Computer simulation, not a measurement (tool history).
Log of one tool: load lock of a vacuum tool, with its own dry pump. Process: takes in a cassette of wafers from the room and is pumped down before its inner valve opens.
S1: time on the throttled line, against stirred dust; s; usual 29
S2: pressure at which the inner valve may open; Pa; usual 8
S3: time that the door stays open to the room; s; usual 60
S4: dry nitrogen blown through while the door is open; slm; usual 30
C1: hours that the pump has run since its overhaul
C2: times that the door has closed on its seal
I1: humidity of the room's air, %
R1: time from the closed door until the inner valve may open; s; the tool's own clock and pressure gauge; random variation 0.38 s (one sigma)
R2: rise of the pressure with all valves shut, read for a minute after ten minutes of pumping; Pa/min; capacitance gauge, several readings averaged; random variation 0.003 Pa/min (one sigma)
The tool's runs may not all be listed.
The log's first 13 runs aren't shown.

run 14 hour=4508.6 | S1=29 S2=8 S3=60 S4=7 | C1=4633 C2=24061 | I1=44.0 | R1=41.0 R2=0.063
run 15 hour=4962.3 | S1=29 S2=8 S3=60 S4=7 | C1=5086 C2=25277 | I1=48.3 | R1=40.4 R2=0.072
run 16 hour=5302.7 | S1=29 S2=8 S3=60 S4=7 | C1=5427 C2=26190 | I1=44.1 | R1=40.3 R2=0.058
run 17 hour=5685.3 | S1=29 S2=8 S3=60 S4=7 | C1=5809 C2=27216 | I1=42.0 | R1=40.3 R2=0.056
run 18 hour=5888.6 | S1=29 S2=8 S3=60 S4=30 | C1=6013 C2=27761 | I1=47.4 | R1=40.5 R2=0.035
run 19 hour=6215.0 | S1=38 S2=8 S3=60 S4=42 | C1=6339 C2=28636 | I1=45.5 | R1=48.3 R2=0.028
run 20 hour=6444.9 | S1=38 S2=8 S3=60 S4=42 | C1=6569 C2=29253 | I1=44.4 | R1=48.1 R2=0.032
run 21 hour=6706.8 | S1=38 S2=8 S3=60 S4=42 | C1=6831 C2=29955 | I1=43.9 | R1=48.1 R2=0.031
run 22 hour=7157.9 | S1=38 S2=8 S3=60 S4=42 | C1=7282 C2=31165 | I1=45.0 | R1=48.3 R2=0.030
run 23 hour=7471.9 | S1=38 S2=8 S3=60 S4=13 | C1=7596 C2=32007 | I1=45.9 | R1=48.2 R2=0.047
run 24 hour=7712.2 | S1=20 S2=8 S3=60 S4=5 | C1=7836 C2=32651 | I1=45.6 | R1=32.1 R2=0.066
run 25 hour=8088.2 | S1=20 S2=8 S3=60 S4=5 | C1=8212 C2=33659 | I1=46.4 | R1=32.5 R2=0.069
run 26 hour=8413.4 | S1=20 S2=8 S3=60 S4=5 | C1=8537 C2=34532 | I1=47.2 | R1=32.4 R2=0.069
run 27 hour=8648.4 | S1=20 S2=8 S3=60 S4=5 | C1=8772 C2=35162 | I1=43.9 | R1=32.6 R2=0.063
run 28 hour=8915.5 | S1=31 S2=13 S3=31 S4=9 | C1=9039 C2=35878 | I1=45.0 | R1=41.4 R2=0.034
run 29 hour=9223.1 | S1=31 S2=11 S3=157 S4=4 | C1=9347 C2=36703 | I1=45.7 | R1=41.6 R2=0.121
run 30 hour=9656.3 | S1=29 S2=11 S3=137 S4=30 | C1=9780 C2=37864 | I1=49.7 | R1=40.0 R2=0.059
run 31 hour=9901.7 | S1=29 S2=6 S3=60 S4=30 | C1=10026 C2=38523 | I1=43.9 | R1=40.3 R2=0.037
run 32 hour=10155.0 | S1=16 S2=10 S3=127 S4=9 | C1=10279 C2=39202 | I1=45.6 | R1=28.4 R2=0.084
run 33 hour=10361.4 | S1=45 S2=11 S3=66 S4=6 | C1=10485 C2=39755 | I1=46.9 | R1=54.1 R2=0.069
run 34 hour=10673.2 | S1=29 S2=8 S3=90 S4=30 | C1=10797 C2=40591 | I1=44.0 | R1=40.0 R2=0.049
run 35 hour=11121.0 | S1=19 S2=8 S3=90 S4=5 | C1=11245 C2=41792 | I1=42.4 | R1=31.8 R2=0.080
run 36 hour=11336.5 | S1=29 S2=8 S3=57 S4=30 | C1=11461 C2=42370 | I1=43.6 | R1=40.8 R2=0.036

Forecast each of these 5 alternatives for the next run:
run A hour=11789.1 | S1=29 S2=8 S3=57 S4=38 | C1=11913 C2=43584 | I1=47.6 | R1=? R2=?
run B hour=11789.1 | S1=53 S2=8 S3=60 S4=18 | C1=11913 C2=43584 | I1=46.1 | R1=? R2=?
run C hour=11789.1 | S1=22 S2=10 S3=104 S4=30 | C1=11913 C2=43584 | I1=45.6 | R1=? R2=?
run D hour=11789.1 | S1=35 S2=8 S3=57 S4=8 | C1=11913 C2=43584 | I1=46.5 | R1=? R2=?
run E hour=11789.1 | S1=29 S2=8 S3=94 S4=30 | C1=11913 C2=43584 | I1=45.0 | R1=? R2=?

run=A R1=39.8 R2=0.033
run=B R1=60.9 R2=0.039
run=C R1=33.1 R2=0.050
run=D R1=45.4 R2=0.053
run=E R1=40.0 R2=0.046
Without the tool's hidden state the same runs would have given:
run=A R1=39.7 R2=0.032
run=B R1=60.9 R2=0.038
run=C R1=33.1 R2=0.049
run=D R1=45.4 R2=0.052
run=E R1=40.0 R2=0.045

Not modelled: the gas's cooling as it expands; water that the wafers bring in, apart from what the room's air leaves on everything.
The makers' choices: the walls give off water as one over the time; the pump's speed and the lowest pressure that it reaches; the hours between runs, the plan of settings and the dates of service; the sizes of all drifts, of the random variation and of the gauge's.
